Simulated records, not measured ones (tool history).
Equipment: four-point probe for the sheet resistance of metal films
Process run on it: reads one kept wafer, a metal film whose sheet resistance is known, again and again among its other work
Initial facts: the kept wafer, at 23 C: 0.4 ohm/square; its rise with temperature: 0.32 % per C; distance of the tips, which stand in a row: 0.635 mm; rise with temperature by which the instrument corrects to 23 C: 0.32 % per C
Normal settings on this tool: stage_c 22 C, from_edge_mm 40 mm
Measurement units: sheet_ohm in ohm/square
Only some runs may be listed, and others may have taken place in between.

run     day  stage_c  from_edge_mm  sheet_ohm
  1       0       22            40   0.393958
  2   3.833       23            40   0.393897
  3   7.554       23            40   0.393881
  4  10.629       23            40   0.393694
  5  13.683       23            40   0.393654
  6  15.617       22            40   0.393604
  7  17.325       22            40   0.393568
  8  21.004       19            20    0.39387
  9  24.196       20            22   0.393477

What does the tool deliver on the next run?
 10  25.933       20            22          ?

sheet_ohm: 0.3935 ohm/square
If the tool had no hidden condition, the same run with the same run-to-run variation would have returned sheet_ohm 0.400164 ohm/square.
